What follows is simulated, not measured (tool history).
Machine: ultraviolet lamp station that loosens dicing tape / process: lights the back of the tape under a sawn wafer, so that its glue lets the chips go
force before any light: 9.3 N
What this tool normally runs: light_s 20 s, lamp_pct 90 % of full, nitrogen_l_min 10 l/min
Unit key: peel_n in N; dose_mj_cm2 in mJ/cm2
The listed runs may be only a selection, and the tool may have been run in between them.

run,hour,light_s,lamp_pct,nitrogen_l_min,peel_n,dose_mj_cm2
1,0.0,20,90,10,0.763,575
2,7.8,20,90,10,0.765,576
3,14.9,20,90,10,0.761,573
4,21.3,20,90,10,0.790,568
5,31.8,20,90,10,0.743,567
6,38.5,20,90,12,0.679,570
7,45.1,20,90,12,0.670,565
8,50.0,20,90,12,0.690,568
9,55.6,20,90,12,0.668,568
10,67.2,20,90,12,0.660,559
11,74.6,20,90,12,0.684,567
12,84.5,20,89,10,0.819,552
# hour 92.8: window cleaned of glue's vapour
13,95.7,20,89,10,0.639,624
14,100.8,20,89,10,0.654,626
15,111.9,20,78,10,0.841,544
16,122.5,20,78,10,0.859,543
17,133.6,20,70,10,1.083,490
18,140.7,20,70,10,1.053,485
19,151.1,20,70,10,1.092,489
20,162.6,20,90,9,0.706,623
21,171.9,20,74,10,0.974,511
22,177.2,20,74,14,0.702,515
23,188.6,24,73,4,1.511,603
24,198.8,24,73,4,1.478,606
25,206.6,38,90,10,0.175,1169
26,211.5,38,90,10,0.169,1165
27,221.7,30,90,5,0.521,908
28,230.0,30,90,5,0.532,917
29,236.0,20,90,13,0.522,615
30,247.8,13,90,4,2.772,395
31,255.0,34,94,10,0.194,1086
32,261.7,34,86,10,0.225,983
33,270.4,39,65,10,0.310,854
34,277.4,20,66,6,1.826,448
35,288.2,21,85,20,0.394,595
36,294.6,11,69,20,2.148,255
37,300.9,20,68,10,1.199,452
38,308.4,12,99,10,1.592,402
39,316.8,27,61,10,0.811,557
40,323.8,36,72,4,0.742,861
41,331.1,36,72,4,0.736,863
42,336.5,29,87,10,0.324,840
43,342.1,20,90,16,0.476,591
44,349.5,38,78,3,0.739,982

Each row is a separate what-if for the run after 44, all from the same tool condition, not one after another. Results?
A,361.1,23,63,14,?,?
B,361.1,14,70,11,?,?
C,361.1,18,78,11,?,?

run,peel_n,dose_mj_cm2
A,0.856,478
B,2.087,325
C,1.102,468
Take away the tool's hidden state, keep each run's random variation, and the runs would have read:
run,peel_n,dose_mj_cm2
A,0.723,517
B,1.855,351
C,0.944,505
